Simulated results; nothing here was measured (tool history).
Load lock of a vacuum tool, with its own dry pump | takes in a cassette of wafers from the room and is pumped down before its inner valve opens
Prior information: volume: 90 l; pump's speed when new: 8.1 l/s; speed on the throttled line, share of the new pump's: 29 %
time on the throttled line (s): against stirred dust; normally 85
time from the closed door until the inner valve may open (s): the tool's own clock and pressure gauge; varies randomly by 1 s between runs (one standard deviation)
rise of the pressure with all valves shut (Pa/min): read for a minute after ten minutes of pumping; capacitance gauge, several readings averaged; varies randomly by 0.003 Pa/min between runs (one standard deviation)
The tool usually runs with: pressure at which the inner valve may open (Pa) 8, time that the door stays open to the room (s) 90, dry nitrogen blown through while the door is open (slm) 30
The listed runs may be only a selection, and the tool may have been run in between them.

| run | day | time on the throttled line (s) | pressure at which the inner valve may open (Pa) | time that the door stays open to the room (s) | dry nitrogen blown through while the door is open (slm) | incoming humidity of the room's air, % | time from the closed door until the inner valve may open (s) | rise of the pressure with all valves shut (Pa/min) |
|---|---|---|---|---|---|---|---|---|
| 1 | 0 | 85 | 8 | 90 | 30 | 44.4 | 175.8 | 0.019 |
| 2 | 2.121 | 85 | 8 | 90 | 30 | 47.5 | 175.5 | 0.024 |
| 3 | 5.042 | 85 | 8 | 90 | 30 | 47.8 | 175.2 | 0.021 |
| 4 | 8.788 | 85 | 6 | 90 | 30 | 43 | 180 | 0.016 |
| 5 | 12.217 | 85 | 6 | 90 | 30 | 47.5 | 180.2 | 0.014 |
| 6 | 16.617 | 123 | 6 | 90 | 30 | 43.6 | 205.3 | 0.018 |
| 7 | 19.054 | 85 | 8 | 190 | 30 | 43.9 | 176.2 | 0.023 |
| 8 | 23.075 | 85 | 8 | 96 | 30 | 43.8 | 176.7 | 0.025 |
| 9 | 26.262 | 85 | 8 | 96 | 30 | 46.9 | 175.6 | 0.021 |
| 10 | 29.158 | 85 | 8 | 96 | 30 | 44.2 | 175.7 | 0.021 |
| 11 | 33.512 | 85 | 8 | 73 | 30 | 41.9 | 177.8 | 0.016 |
| 12 | 36.821 | 85 | 8 | 73 | 30 | 45.4 | 174.6 | 0.014 |
| 13 | 39.196 | 85 | 8 | 73 | 30 | 44.7 | 176.6 | 0.018 |
| 14 | 41.788 | 85 | 9 | 90 | 30 | 45.1 | 173.7 | 0.019 |
| 15 | 44.996 | 85 | 9 | 90 | 30 | 47.2 | 175.3 | 0.02 |
| 16 | 46.879 | 85 | 9 | 90 | 30 | 46.3 | 174.9 | 0.018 |
| 17 | 49.183 | 149 | 10 | 69 | 30 | 48.4 | 215.8 | 0.021 |
| 18 | 52.229 | 149 | 10 | 69 | 30 | 48.1 | 214.7 | 0.021 |

The next listed run, before its measurement:
| 19 | 56.525 | 128 | 10 | 70 | 30 | 43.5 | ? | ? |

{"run 19": {"time from the closed door until the inner valve may open (s)": 203, "rise of the pressure with all valves shut (Pa/min)": 0.021}}
Minus the tool's unlogged condition, the same run would have read time from the closed door until the inner valve may open (s) 194.1, rise of the pressure with all valves shut (Pa/min) 0.016.
